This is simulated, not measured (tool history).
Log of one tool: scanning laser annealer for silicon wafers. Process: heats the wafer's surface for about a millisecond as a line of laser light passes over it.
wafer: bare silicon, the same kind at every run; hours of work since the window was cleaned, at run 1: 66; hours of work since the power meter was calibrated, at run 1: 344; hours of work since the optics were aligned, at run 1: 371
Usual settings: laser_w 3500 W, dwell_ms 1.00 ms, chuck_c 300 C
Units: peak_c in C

run,hour,laser_w,dwell_ms,chuck_c,hours of work since the window was cleaned,hours of work since the power meter was calibrated,hours of work since the optics were aligned,peak_c
1,0.0,3500,1.00,300,66,344,371,1087
2,11.4,3500,1.00,300,74,353,380,1085
3,30.7,3500,1.00,300,89,367,395,1083
4,50.2,3500,1.00,300,104,382,410,1082
5,72.5,3500,1.00,264,121,400,427,1050
6,88.3,3500,1.00,264,134,412,439,1045
7,109.5,3500,1.00,264,150,428,456,1047
8,122.7,3500,1.00,300,160,438,466,1082
9,135.7,3500,1.00,316,170,448,476,1099
10,159.8,3500,1.00,316,189,467,494,1098
11,177.1,3500,1.00,316,202,480,508,1097
12,191.3,3362,1.00,300,213,491,519,1048
13,211.5,3500,0.75,300,228,507,534,968
14,230.1,3599,0.75,300,243,521,548,991
15,246.2,3006,1.00,300,255,533,561,952
16,259.2,3006,1.00,300,265,543,571,954
17,283.8,3006,1.00,300,284,562,590,956
18,302.8,3006,1.00,300,299,577,604,954
19,316.1,3006,1.00,300,309,587,615,952
20,332.4,3006,1.00,300,321,600,627,954
# hour 352.1: window over the wafer cleaned
21,353.8,3448,1.00,300,1,614,642,1072
22,365.9,3448,1.00,300,11,624,651,1072
23,382.2,3812,1.00,286,23,636,664,1153
24,401.6,3390,1.14,329,38,651,679,1141
25,426.4,3538,1.00,318,57,670,698,1111
26,449.0,3538,1.00,318,75,688,715,1115
27,466.0,3760,1.15,305,88,701,728,1231
28,490.1,3760,1.15,305,106,719,747,1230
29,508.4,3760,1.15,305,120,733,761,1227
30,521.2,3483,0.71,294,130,743,771,940
31,541.9,3480,0.71,294,146,759,787,938
32,567.5,3480,0.71,294,166,779,807,935
33,591.9,3480,0.71,294,185,798,825,937
34,613.0,3480,0.71,294,201,814,842,939
35,625.3,3448,1.00,280,210,823,851,1048
36,651.2,3375,0.72,276,230,843,871,901
37,664.4,3375,0.84,276,240,854,881,954
38,683.2,3151,1.24,300,255,868,896,1078
39,694.6,3181,0.95,282,264,877,904,959
40,719.8,3181,0.95,282,283,896,924,965
41,735.1,3181,0.95,282,295,908,936,963
42,753.6,3702,0.73,329,309,922,950,1029

Forecast each of these 3 alternatives for the next run:
A,769.1,3311,0.91,283,321,934,962,?
B,769.1,3500,1.22,287,321,934,962,?
C,769.1,3314,0.75,321,321,934,962,?

run,peak_c
A,977
B,1165
C,945
Without the tool's hidden state the same runs would have given:
run,peak_c
A,978
B,1166
C,947
